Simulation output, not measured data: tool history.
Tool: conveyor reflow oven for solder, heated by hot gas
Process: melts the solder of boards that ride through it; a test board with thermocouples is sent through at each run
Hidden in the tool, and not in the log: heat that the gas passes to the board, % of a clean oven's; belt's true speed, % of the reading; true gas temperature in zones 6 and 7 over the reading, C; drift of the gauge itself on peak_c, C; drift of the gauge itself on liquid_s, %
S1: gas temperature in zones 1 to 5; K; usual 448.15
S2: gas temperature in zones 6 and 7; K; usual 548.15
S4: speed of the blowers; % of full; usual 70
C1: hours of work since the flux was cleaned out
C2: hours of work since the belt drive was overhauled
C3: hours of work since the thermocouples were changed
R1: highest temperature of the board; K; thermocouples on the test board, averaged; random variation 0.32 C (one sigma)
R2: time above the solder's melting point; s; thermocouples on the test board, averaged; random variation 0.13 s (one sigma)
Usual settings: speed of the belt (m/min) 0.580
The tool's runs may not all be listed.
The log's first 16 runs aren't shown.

run 17 hour=474.9 | S1=451.15 S2=548.15 speed_of_the_belt_(m/min)=0.512 S4=70 | C1=239 C2=648 C3=675 | R1=537.15 R2=61.5
run 18 hour=498.8 | S1=451.15 S2=548.15 speed_of_the_belt_(m/min)=0.512 S4=70 | C1=258 C2=667 C3=694 | R1=537.25 R2=61.3
run 19 hour=526.1 | S1=451.15 S2=548.15 speed_of_the_belt_(m/min)=0.512 S4=70 | C1=280 C2=689 C3=716 | R1=537.25 R2=61.3
run 20 hour=546.4 | S1=448.15 S2=548.15 speed_of_the_belt_(m/min)=0.614 S4=58 | C1=296 C2=705 C3=732 | R1=527.35 R2=44.5
run 21 hour=570.1 | S1=448.15 S2=548.15 speed_of_the_belt_(m/min)=0.568 S4=53 | C1=315 C2=724 C3=751 | R1=528.15 R2=48.6
run 22 hour=587.7 | S1=448.15 S2=548.15 speed_of_the_belt_(m/min)=0.568 S4=53 | C1=329 C2=738 C3=765 | R1=528.35 R2=48.8
run 23 hour=610.5 | S1=448.15 S2=548.15 speed_of_the_belt_(m/min)=0.568 S4=53 | C1=347 C2=756 C3=783 | R1=528.05 R2=48.9
run 24 hour=648.9 | S1=448.15 S2=559.15 speed_of_the_belt_(m/min)=0.580 S4=74 | C1=377 C2=786 C3=814 | R1=544.55 R2=55.7
run 25 hour=684.6 | S1=447.15 S2=544.15 speed_of_the_belt_(m/min)=0.518 S4=51 | C1=406 C2=815 C3=842 | R1=527.35 R2=52.9
run 26 hour=703.4 | S1=447.15 S2=544.15 speed_of_the_belt_(m/min)=0.518 S4=51 | C1=421 C2=830 C3=857 | R1=527.65 R2=52.8
-- hour=728.0 flux residue cleaned out of gas plates and filters
run 27 hour=732.2 | S1=447.15 S2=544.15 speed_of_the_belt_(m/min)=0.518 S4=51 | C1=3 C2=849 C3=876 | R1=527.65 R2=53.0
run 28 hour=753.9 | S1=451.15 S2=545.15 speed_of_the_belt_(m/min)=0.641 S4=73 | C1=21 C2=866 C3=893 | R1=529.15 R2=44.7
run 29 hour=775.2 | S1=463.15 S2=545.15 speed_of_the_belt_(m/min)=0.641 S4=73 | C1=38 C2=883 C3=910 | R1=530.75 R2=49.2
run 30 hour=812.1 | S1=448.15 S2=548.15 speed_of_the_belt_(m/min)=0.617 S4=73 | C1=67 C2=912 C3=939 | R1=532.05 R2=47.4
run 31 hour=841.3 | S1=440.15 S2=551.15 speed_of_the_belt_(m/min)=0.695 S4=79 | C1=90 C2=935 C3=963 | R1=530.95 R2=39.5

Forecast each of these 4 alternatives for the next run:
run A hour=870.5 | S1=434.15 S2=545.15 speed_of_the_belt_(m/min)=0.695 S4=69 | C1=113 C2=959 C3=986 | R1=? R2=?
run B hour=870.5 | S1=460.15 S2=547.15 speed_of_the_belt_(m/min)=0.639 S4=70 | C1=113 C2=959 C3=986 | R1=? R2=?
run C hour=870.5 | S1=440.15 S2=551.15 speed_of_the_belt_(m/min)=0.695 S4=59 | C1=113 C2=959 C3=986 | R1=? R2=?
run D hour=870.5 | S1=448.15 S2=548.15 speed_of_the_belt_(m/min)=0.590 S4=58 | C1=113 C2=959 C3=986 | R1=? R2=?

run=A R1=521.25 R2=32.7
run=B R1=531.85 R2=48.6
run=C R1=523.35 R2=34.4
run=D R1=529.55 R2=47.3
Without the tool's hidden state the same runs would have given:
run=A R1=521.35 R2=32.7
run=B R1=531.95 R2=48.6
run=C R1=523.45 R2=34.4
run=D R1=529.55 R2=47.3
